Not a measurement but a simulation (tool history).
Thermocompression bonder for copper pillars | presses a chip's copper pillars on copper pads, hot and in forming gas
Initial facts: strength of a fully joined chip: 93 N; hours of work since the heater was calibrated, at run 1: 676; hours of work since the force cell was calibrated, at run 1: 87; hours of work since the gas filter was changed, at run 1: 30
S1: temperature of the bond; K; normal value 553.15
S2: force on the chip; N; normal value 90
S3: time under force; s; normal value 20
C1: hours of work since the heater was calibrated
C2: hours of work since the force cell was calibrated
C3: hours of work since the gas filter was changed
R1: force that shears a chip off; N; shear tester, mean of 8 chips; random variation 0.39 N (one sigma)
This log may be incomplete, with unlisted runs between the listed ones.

Run 1, hour 0: usual settings; C1 676; C2 87; C3 30. Result: R1 70 N.
Run 2, hour 13.5: usual settings; C1 685; C2 96; C3 39. Result: R1 69.7 N.
Run 3, hour 20: usual settings; C1 689; C2 101; C3 44. Result: R1 69.2 N.
Run 4, hour 29.7: usual settings; C1 696; C2 107; C3 51. Result: R1 69.7 N.
Run 5, hour 44.7: usual settings; C1 706; C2 118; C3 61. Result: R1 69.6 N.
Run 6, hour 51.5: usual settings but S3 50 s; C1 711; C2 122; C3 65. Result: R1 81.6 N.
Run 7, hour 65.7: usual settings but S3 50 s; C1 721; C2 132; C3 75. Result: R1 81.5 N.
Run 8, hour 72.6: usual settings but S3 50 s; C1 725; C2 137; C3 80. Result: R1 81.6 N.
Run 9, hour 82.4: usual settings; C1 732; C2 144; C3 87. Result: R1 68.5 N.
Run 10, hour 96.4: usual settings; C1 742; C2 153; C3 96. Result: R1 68.5 N.
Run 11, hour 103.9: usual settings; C1 747; C2 158; C3 101. Result: R1 68.4 N.
Run 12, hour 110.9: usual settings; C1 752; C2 163; C3 106. Result: R1 68.5 N.
Run 13, hour 124.1: usual settings; C1 761; C2 172; C3 115. Result: R1 68.2 N.
Run 14, hour 137.5: usual settings but S2 125 N; C1 770; C2 181; C3 124. Result: R1 79.2 N.
Run 15, hour 146.3: usual settings but S1 541.15 K; C1 776; C2 187; C3 130. Result: R1 63.5 N.
Run 16, hour 153.1: usual settings but S1 541.15 K; C1 781; C2 192; C3 135. Result: R1 64 N.
Run 17, hour 166.2: usual settings; C1 790; C2 201; C3 144. Result: R1 68 N.
Run 18, hour 173.2: usual settings but S3 18 s; C1 794; C2 206; C3 149. Result: R1 66.2 N.
Run 19, hour 179.9: usual settings but S1 527.15 K, S3 29 s; C1 799; C2 210; C3 153. Result: R1 63.4 N.
At hour 188.9: gauge calibrated.
Run 20, hour 191.4: usual settings but S1 574.15 K, S2 85 N, S3 29 s; C1 807; C2 218; C3 161. Result: R1 79.5 N.
Run 21, hour 206.1: usual settings but S1 574.15 K, S2 56 N, S3 25 s; C1 817; C2 228; C3 171. Result: R1 60.8 N.
Run 22, hour 219.5: usual settings but S1 574.15 K, S2 56 N, S3 25 s; C1 826; C2 237; C3 181. Result: R1 61.2 N.
At hour 228.1: forming gas filter changed.
Run 23, hour 232.5: usual settings but S1 526.15 K, S2 56 N, S3 27 s; C1 835; C2 246; C3 3. Result: R1 43.7 N.
Run 24, hour 241.4: usual settings but S1 526.15 K, S2 56 N, S3 27 s; C1 841; C2 252; C3 9. Result: R1 43.8 N.
Run 25, hour 251.9: usual settings but S1 549.15 K, S2 68 N, S3 47 s; C1 848; C2 259; C3 16. Result: R1 69.4 N.
Run 26, hour 258.8: usual settings but S1 549.15 K, S2 68 N, S3 47 s; C1 853; C2 264; C3 21. Result: R1 69.5 N.
Run 27, hour 272.9: usual settings but S1 549.15 K, S2 68 N, S3 47 s; C1 862; C2 274; C3 31. Result: R1 69.6 N.
Run 28, hour 284.8: usual settings but S1 557.15 K, S2 98 N, S3 36 s; C1 870; C2 282; C3 39. Result: R1 80.6 N.
Run 29, hour 294.5: usual settings but S1 557.15 K, S2 98 N, S3 36 s; C1 877; C2 289; C3 45. Result: R1 81 N.
Run 30, hour 305.5: usual settings but S1 557.15 K, S2 67 N, S3 36 s; C1 885; C2 296; C3 53. Result: R1 67.4 N.
Run 31, hour 312: usual settings but S1 557.15 K, S2 67 N, S3 36 s; C1 889; C2 301; C3 57. Result: R1 67.4 N.
Run 32, hour 319.6: usual settings but S1 583.15 K, S2 86 N, S3 10 s; C1 894; C2 306; C3 63. Result: R1 65.9 N.
Run 33, hour 331.6: usual settings but S1 541.15 K, S3 13 s; C1 903; C2 314; C3 71. Result: R1 56.9 N.
Run 34, hour 340.1: usual settings but S1 547.15 K, S2 102 N, S3 13 s; C1 908; C2 320; C3 77. Result: R1 63.8 N.
Run 35, hour 346.3: usual settings but S1 548.15 K, S3 13 s; C1 913; C2 324; C3 81. Result: R1 59.3 N.

Below, some changes in R1 between adjacent runs. For each, the amount present without the hidden state too (settings, incoming material, random variation) and the amount remaining for the hidden state with gauge scatter not shared by both compared results:
Hidden conditions of the tool in this case: true temperature of the bond over the reading, C; force that reaches the chip, % of what is set; oxide that the forming gas leaves, % of the face; drift of the gauge itself on shear_n, %.
Run 5 -> 6: S3 20 -> 50. R1 +12 N: hidden state -0.3, all else +12.3.
Run 13 -> 14: S2 90 -> 125. R1 +11 N: hidden state -0.4, all else +11.4.
Run 19 -> 20: S1 527.15 -> 574.15, S2 90 -> 85, gauge calibrated. R1 +16.1 N: hidden state +1.5, all else +14.6.
Run 20 -> 21: S2 85 -> 56, S3 29 -> 25. R1 -18.7 N: hidden state +0.1, all else -18.8.
Run 22 -> 23: S1 574.15 -> 526.15, S3 25 -> 27, forming gas filter changed. R1 -17.5 N: hidden state +0.3, all else -17.8.
Run 24 -> 25: S1 526.15 -> 549.15, S2 56 -> 68, S3 27 -> 47. R1 +25.6 N: hidden state -0.3, all else +25.9.
